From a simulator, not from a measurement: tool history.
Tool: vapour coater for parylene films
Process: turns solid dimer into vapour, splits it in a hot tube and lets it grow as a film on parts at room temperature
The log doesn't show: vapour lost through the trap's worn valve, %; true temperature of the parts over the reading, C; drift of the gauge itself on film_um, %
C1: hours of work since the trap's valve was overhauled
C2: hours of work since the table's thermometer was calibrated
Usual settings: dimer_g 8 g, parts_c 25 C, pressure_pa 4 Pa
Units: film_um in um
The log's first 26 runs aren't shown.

-- hour=1537.4 table's thermometer calibrated
run 27 hour=1583.6 | dimer_g=4 parts_c=17 pressure_pa=4 | C1=172 C2=22 | film_um=1.108
run 28 hour=1639.9 | dimer_g=4 parts_c=17 pressure_pa=4 | C1=198 C2=48 | film_um=1.087
-- hour=1673.1 table's thermometer calibrated, once more
run 29 hour=1708.8 | dimer_g=4 parts_c=17 pressure_pa=4 | C1=230 C2=17 | film_um=1.051
run 30 hour=1782.3 | dimer_g=4 parts_c=17 pressure_pa=4 | C1=265 C2=51 | film_um=1.049
run 31 hour=1864 | dimer_g=13 parts_c=32 pressure_pa=4 | C1=303 C2=90 | film_um=2.302
run 32 hour=1924.9 | dimer_g=13 parts_c=32 pressure_pa=4 | C1=332 C2=118 | film_um=2.288
run 33 hour=2005 | dimer_g=13 parts_c=32 pressure_pa=4 | C1=369 C2=156 | film_um=2.279
run 34 hour=2062.4 | dimer_g=4 parts_c=19 pressure_pa=9.21 | C1=396 C2=183 | film_um=0.893
-- hour=2073.2 trap's valve overhauled
run 35 hour=2135.1 | dimer_g=4 parts_c=19 pressure_pa=9.21 | C1=29 C2=215 | film_um=0.936
run 36 hour=2213.1 | dimer_g=10 parts_c=29 pressure_pa=9.21 | C1=66 C2=252 | film_um=1.806
run 37 hour=2288.7 | dimer_g=10 parts_c=29 pressure_pa=9.21 | C1=101 C2=288 | film_um=1.795
run 38 hour=2337.8 | dimer_g=10 parts_c=29 pressure_pa=9.21 | C1=125 C2=311 | film_um=1.777
run 39 hour=2387.9 | dimer_g=10 parts_c=29 pressure_pa=9.21 | C1=148 C2=334 | film_um=1.777
run 40 hour=2434.3 | dimer_g=10 parts_c=19 pressure_pa=9.21 | C1=170 C2=356 | film_um=2.306
run 41 hour=2490.8 | dimer_g=10 parts_c=19 pressure_pa=9.21 | C1=196 C2=383 | film_um=2.292
run 42 hour=2568.7 | dimer_g=10 parts_c=19 pressure_pa=9.21 | C1=233 C2=420 | film_um=2.303
run 43 hour=2604.5 | dimer_g=6 parts_c=26 pressure_pa=5.56 | C1=250 C2=436 | film_um=1.205
run 44 hour=2677.9 | dimer_g=8 parts_c=18 pressure_pa=4.48 | C1=285 C2=471 | film_um=2.037
run 45 hour=2740.7 | dimer_g=11 parts_c=28 pressure_pa=6.2 | C1=314 C2=500 | film_um=2.068

3 ways to go on from here, each from the tool as it stands after run 45. What would each give?
run A hour=2822.3 | dimer_g=8 parts_c=31 pressure_pa=4 | C1=352 C2=539 | film_um=?
run B hour=2822.3 | dimer_g=4 parts_c=28 pressure_pa=6.2 | C1=352 C2=539 | film_um=?
run C hour=2822.3 | dimer_g=7 parts_c=30 pressure_pa=3.04 | C1=352 C2=539 | film_um=?

run=A film_um=1.448
run=B film_um=0.743
run=C film_um=1.352
Without the tool's hidden state the same runs would have given:
run=A film_um=1.5
run=B film_um=0.77
run=C film_um=1.399
